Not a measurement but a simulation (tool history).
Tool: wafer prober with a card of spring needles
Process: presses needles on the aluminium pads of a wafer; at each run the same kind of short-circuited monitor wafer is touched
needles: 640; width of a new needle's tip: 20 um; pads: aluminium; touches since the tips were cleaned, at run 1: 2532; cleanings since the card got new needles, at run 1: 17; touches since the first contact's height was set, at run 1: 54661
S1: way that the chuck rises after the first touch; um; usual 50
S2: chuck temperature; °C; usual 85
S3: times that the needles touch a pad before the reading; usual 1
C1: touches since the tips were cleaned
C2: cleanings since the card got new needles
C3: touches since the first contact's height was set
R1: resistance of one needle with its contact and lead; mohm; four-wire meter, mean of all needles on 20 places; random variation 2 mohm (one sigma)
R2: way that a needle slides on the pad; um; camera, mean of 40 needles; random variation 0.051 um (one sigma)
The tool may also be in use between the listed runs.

Run 1, hour 0: usual settings; C1 2532; C2 17; C3 54661. Result: R1 312 mohm, R2 5.92 um.
At hour 1.9: tips cleaned on abrasive film.
Run 2, hour 4.6: usual settings but S3 2; C1 617; C2 18; C3 55673. Result: R1 247 mohm, R2 5.82 um.
Run 3, hour 13: usual settings but S2 30 °C; C1 2492; C2 18; C3 57548. Result: R1 309 mohm, R2 5.83 um.
At hour 15: tips cleaned on abrasive film.
Run 4, hour 22.6: usual settings but S3 2; C1 1713; C2 19; C3 59690. Result: R1 267 mohm, R2 5.74 um.
At hour 28.1: tips cleaned on abrasive film.
Run 5, hour 31.4: usual settings but S2 73 °C; C1 745; C2 20; C3 61630. Result: R1 259 mohm, R2 5.83 um.
Run 6, hour 37.6: usual settings but S2 73 °C; C1 2128; C2 20; C3 63013. Result: R1 310 mohm, R2 5.8 um.
At hour 40.6: tips cleaned on abrasive film.
Run 7, hour 46.9: usual settings but S2 73 °C; C1 1407; C2 21; C3 65092. Result: R1 292 mohm, R2 5.82 um.
At hour 53.4: tips cleaned on abrasive film.
Run 8, hour 54: usual settings; C1 139; C2 22; C3 66661. Result: R1 235 mohm, R2 5.74 um.
Run 9, hour 60.2: usual settings but S2 44 °C; C1 1521; C2 22; C3 68043. Result: R1 293 mohm, R2 5.77 um.
At hour 66.3: tips cleaned on abrasive film.
Run 10, hour 69.1: usual settings but S2 44 °C; C1 616; C2 23; C3 70009. Result: R1 259 mohm, R2 5.76 um.
At hour 78.9: tips cleaned on abrasive film.
Run 11, hour 79.2: usual settings; C1 62; C2 24; C3 72263. Result: R1 231 mohm, R2 5.77 um.
Run 12, hour 87: usual settings but S2 72 °C; C1 1808; C2 24; C3 74009. Result: R1 306 mohm, R2 5.82 um.
At hour 91.7: tips cleaned on abrasive film.
Run 13, hour 93.7: usual settings but S2 72 °C; C1 444; C2 25; C3 75495. Result: R1 253 mohm, R2 5.78 um.
Run 14, hour 103.6: usual settings but S2 72 °C; C1 2658; C2 25; C3 77709. Result: R1 324 mohm, R2 5.78 um.
At hour 105.2: tips cleaned on abrasive film.
Run 15, hour 110.2: usual settings but S1 31 um, S2 77 °C; C1 1121; C2 26; C3 79164. Result: R1 412 mohm, R2 3.42 um.
Run 16, hour 115.8: usual settings but S1 42 um, S3 3; C1 2366; C2 26; C3 80409. Result: R1 281 mohm, R2 4.83 um.
At hour 118.2: tips cleaned on abrasive film.
Run 17, hour 123.4: usual settings but S1 42 um, S3 3; C1 1165; C2 27; C3 82093. Result: R1 264 mohm, R2 4.66 um.
Run 18, hour 129.3: usual settings but S1 32 um, S3 2; C1 2493; C2 27; C3 83421. Result: R1 390 mohm, R2 3.5 um.
At hour 130.8: tips cleaned on abrasive film.
Run 19, hour 135: usual settings but S1 32 um, S3 2; C1 940; C2 28; C3 84679. Result: R1 329 mohm, R2 3.51 um.
At hour 143.7: tips cleaned on abrasive film.
Run 20, hour 143.7: usual settings but S1 36 um, S2 52 °C; C1 0; C2 29; C3 86615. Result: R1 240 mohm, R2 3.95 um.
Run 21, hour 153.3: usual settings but S1 36 um, S2 52 °C; C1 2147; C2 29; C3 88762. Result: R1 426 mohm, R2 4 um.
At hour 156.9: tips cleaned on abrasive film.
Run 22, hour 161.3: usual settings but S1 36 um, S2 52 °C; C1 977; C2 30; C3 90527. Result: R1 358 mohm, R2 3.96 um.
Run 23, hour 166.8: usual settings; C1 2210; C2 30; C3 91760. Result: R1 325 mohm, R2 5.63 um.
At hour 169.9: tips cleaned on abrasive film.
Run 24, hour 171.9: usual settings; C1 436; C2 31; C3 92881. Result: R1 262 mohm, R2 5.53 um.
Run 25, hour 176.9: usual settings but S2 55 °C; C1 1551; C2 31; C3 93996. Result: R1 306 mohm, R2 5.62 um.

Forecast each of these 5 alternatives for the next run:
Run A, hour 182: usual settings but S1 49 um, S2 55 °C; C1 2703; C2 31; C3 95148. Result: R1 ?, R2 ?.
Run B, hour 182: usual settings but S1 36 um, S2 41 °C, S3 3; C1 2703; C2 31; C3 95148. Result: R1 ?, R2 ?.
Run C, hour 182: usual settings; C1 2703; C2 31; C3 95148. Result: R1 ?, R2 ?.
Run D, hour 182: usual settings but S2 38 °C; C1 2703; C2 31; C3 95148. Result: R1 ?, R2 ?.
Run E, hour 182: usual settings but S1 48 um, S2 61 °C; C1 2703; C2 31; C3 95148. Result: R1 ?, R2 ?.

run   R1    R2
  A  342   5.6
  B  307     4
  C  339  5.72
  D  332  5.65
  E  346  5.32
Without the tool's hidden state the same runs would have given:
run   R1    R2
  A  214  6.01
  B  216   4.4
  C  222  6.12
  D  208  6.05
  E  216  5.72

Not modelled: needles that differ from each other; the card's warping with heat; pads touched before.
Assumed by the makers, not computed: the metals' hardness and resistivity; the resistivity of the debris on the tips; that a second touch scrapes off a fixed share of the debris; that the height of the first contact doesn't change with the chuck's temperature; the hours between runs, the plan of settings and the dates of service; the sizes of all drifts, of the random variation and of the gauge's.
